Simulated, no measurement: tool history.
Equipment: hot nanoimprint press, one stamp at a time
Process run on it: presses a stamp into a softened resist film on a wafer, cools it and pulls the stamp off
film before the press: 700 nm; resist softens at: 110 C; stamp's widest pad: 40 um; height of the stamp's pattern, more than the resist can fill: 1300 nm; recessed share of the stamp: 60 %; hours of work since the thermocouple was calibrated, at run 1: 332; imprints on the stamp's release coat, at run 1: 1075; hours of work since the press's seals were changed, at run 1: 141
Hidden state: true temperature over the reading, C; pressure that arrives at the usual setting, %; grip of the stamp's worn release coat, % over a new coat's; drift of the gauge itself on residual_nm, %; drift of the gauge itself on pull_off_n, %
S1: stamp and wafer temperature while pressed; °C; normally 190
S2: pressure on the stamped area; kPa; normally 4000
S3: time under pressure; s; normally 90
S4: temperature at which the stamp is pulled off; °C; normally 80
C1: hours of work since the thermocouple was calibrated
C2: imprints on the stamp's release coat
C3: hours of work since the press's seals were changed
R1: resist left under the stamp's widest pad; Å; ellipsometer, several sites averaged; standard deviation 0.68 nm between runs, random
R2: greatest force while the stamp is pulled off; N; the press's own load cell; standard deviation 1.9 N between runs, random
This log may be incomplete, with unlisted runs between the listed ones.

run    hour   S1    S2   S3  S4   C1    C2   C3    R1   R2
  1     0.0  190  4000   90  80  332  1075  141  2657  161
       14.0  -- stamp cleaned and given a new release coat
  2    29.1  190  2600   90  80  344    64  153  3201  164
  3    60.0  190  2600   90  80  361   194  171  3211  161
  4   110.5  190  2600   90  80  389   408  199  3195  162
  5   147.6  190  4000   90  67  410   565  219  2648  202
      185.1  -- plate thermocouple calibrated
  6   200.3  190  4000   90  67    8   776  247  2656  205
  7   230.6  190  4000   90  67   25   904  263  2649  209
  8   264.0  190  4000   90  67   44  1045  282  2649  203
      282.9  -- stamp cleaned and given a new release coat
  9   298.4  190  4000   90  80   60    66  298  2649  165
 10   337.6  190  4000   90  80   81   232  319  2657  163
 11   382.5  190  4000   90  80  106   422  344  2654  162
 12   426.2  190  4000   90  80  130   607  369  2671  166
 13   454.7  190  4000   90  80  146   727  384  2649  165
 14   506.2  186  4000   90  80  175   946  413  3206  164
 15   542.0  190  4000   90  80  194  1097  433  2664  165
      550.3  -- stamp cleaned and given a new release coat
 16   570.5  190  4000   90  80  207    85  445  2652  165
 17   616.4  190  5250   49  80  232   280  471  3029  167
 18   638.1  190  3950   90  86  244   371  483  2677  145
 19   684.2  195  3730  131  85  270   566  508  1824  149
 20   720.2  190  4000   69  80  290   719  528  2954  163
 21   757.5  181  4000   69  71  311   877  549  4349  194
 22   800.1  181  2620  106  80  334  1057  572  4404  164
      819.3  -- stamp cleaned and given a new release coat
      842.7  -- press's hydraulic seals changed and the load cell set to zero
 23   848.4  200  3810  102  79  353    89    3  1607  164
 24   897.6  200  3810  102  79  380   298   30  1611  167
 25   945.5  200  5170   80  68  407   501   57  1541  201
      987.6  -- plate thermocouple calibrated
 26   999.7  196  3800  126  85    7   717   85  1754  147
 27  1039.3  190  3190   90  80   29   885  107  2927  164
 28  1086.8  190  3190   90  80   55  1086  134  2933  164
     1096.5  -- stamp cleaned and given a new release coat
 29  1131.3  199  4580  150  75   76   147  155  1285  178

Each row is a separate what-if for the run after 29, all from the same tool condition, not one after another. Results?
  A  1153.0  196  4000   68  80  88  239  167   ?   ?
  B  1153.0  199  4580   93  75  88  239  167   ?   ?
  C  1153.0  180  4580  150  75  88  239  167   ?   ?

run    R1   R2
  A  2262  166
  B  1597  177
  C  3324  178
With the hidden condition removed and each run's random variation left untouched, the same runs would have given:
run    R1   R2
  A  2261  166
  B  1596  177
  C  3324  178

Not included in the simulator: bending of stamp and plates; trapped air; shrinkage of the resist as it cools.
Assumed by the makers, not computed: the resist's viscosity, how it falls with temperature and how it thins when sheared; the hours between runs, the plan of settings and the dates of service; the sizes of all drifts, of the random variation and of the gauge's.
